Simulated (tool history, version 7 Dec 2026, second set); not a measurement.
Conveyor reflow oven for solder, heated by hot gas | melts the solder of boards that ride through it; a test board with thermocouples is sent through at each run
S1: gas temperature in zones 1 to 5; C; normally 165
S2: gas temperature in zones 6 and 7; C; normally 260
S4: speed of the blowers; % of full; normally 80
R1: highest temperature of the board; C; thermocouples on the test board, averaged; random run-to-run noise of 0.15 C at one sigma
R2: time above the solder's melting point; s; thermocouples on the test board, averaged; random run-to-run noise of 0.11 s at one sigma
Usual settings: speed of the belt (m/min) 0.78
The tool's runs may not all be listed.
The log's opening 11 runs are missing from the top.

run 12 hour=684.4 | S1=165 S2=260 speed_of_the_belt_(m/min)=0.917 S4=80 | R1=237.9 R2=27.1
run 13 hour=753.8 | S1=165 S2=260 speed_of_the_belt_(m/min)=0.917 S4=80 | R1=237.6 R2=26.8
run 14 hour=805.8 | S1=167 S2=260 speed_of_the_belt_(m/min)=0.917 S4=80 | R1=238.1 R2=27.4
run 15 hour=856.6 | S1=165 S2=260 speed_of_the_belt_(m/min)=0.78 S4=80 | R1=242.8 R2=37.7
run 16 hour=929.5 | S1=165 S2=260 speed_of_the_belt_(m/min)=0.78 S4=80 | R1=242.6 R2=37.5
run 17 hour=1001 | S1=165 S2=264 speed_of_the_belt_(m/min)=0.844 S4=57 | R1=236.9 R2=27.8
-- hour=1053.3 flux residue cleaned out of gas plates and filters
run 18 hour=1053.3 | S1=165 S2=251 speed_of_the_belt_(m/min)=0.675 S4=80 | R1=239.4 R2=42.8
run 19 hour=1124.5 | S1=153 S2=261 speed_of_the_belt_(m/min)=0.635 S4=85 | R1=248.9 R2=51.4
run 20 hour=1189.2 | S1=153 S2=261 speed_of_the_belt_(m/min)=0.635 S4=85 | R1=249.1 R2=51.2
run 21 hour=1253.1 | S1=166 S2=257 speed_of_the_belt_(m/min)=0.86 S4=77 | R1=236.8 R2=29
run 22 hour=1294.4 | S1=166 S2=257 speed_of_the_belt_(m/min)=0.86 S4=77 | R1=236.7 R2=28.7
run 23 hour=1341.7 | S1=165 S2=251 speed_of_the_belt_(m/min)=0.773 S4=80 | R1=235 R2=31.8
run 24 hour=1410.3 | S1=165 S2=251 speed_of_the_belt_(m/min)=0.773 S4=80 | R1=234.9 R2=31.4
run 25 hour=1461.8 | S1=165 S2=251 speed_of_the_belt_(m/min)=0.773 S4=80 | R1=234.8 R2=31.2
run 26 hour=1504.9 | S1=156 S2=260 speed_of_the_belt_(m/min)=0.78 S4=85 | R1=241.5 R2=34.8
run 27 hour=1538.4 | S1=165 S2=267 speed_of_the_belt_(m/min)=0.78 S4=65 | R1=245 R2=38.4
run 28 hour=1585 | S1=165 S2=260 speed_of_the_belt_(m/min)=0.69 S4=80 | R1=245 R2=46.4
-- hour=1625.5 flux residue cleaned out of gas plates and filters
run 29 hour=1652.7 | S1=154 S2=264 speed_of_the_belt_(m/min)=0.734 S4=59 | R1=241.9 R2=35.8
run 30 hour=1702.2 | S1=165 S2=260 speed_of_the_belt_(m/min)=0.78 S4=82 | R1=243.1 R2=38.6
run 31 hour=1779.8 | S1=165 S2=260 speed_of_the_belt_(m/min)=0.78 S4=82 | R1=242.9 R2=38.6

Here are 3 independent what-if runs from the current tool condition. What would each one return?
run A hour=1837 | S1=165 S2=258 speed_of_the_belt_(m/min)=0.806 S4=61 | R1=? R2=?
run B hour=1837 | S1=163 S2=255 speed_of_the_belt_(m/min)=0.782 S4=82 | R1=? R2=?
run C hour=1837 | S1=165 S2=264 speed_of_the_belt_(m/min)=0.78 S4=82 | R1=? R2=?

run=A R1=235.3 R2=28.8
run=B R1=237.8 R2=33.6
run=C R1=246 R2=40.8
The same runs, with their run-to-run variation unchanged, on a tool lacking any hidden condition would have given:
run=A R1=237.5 R2=30.4
run=B R1=240.1 R2=35.1
run=C R1=248.4 R2=41.7
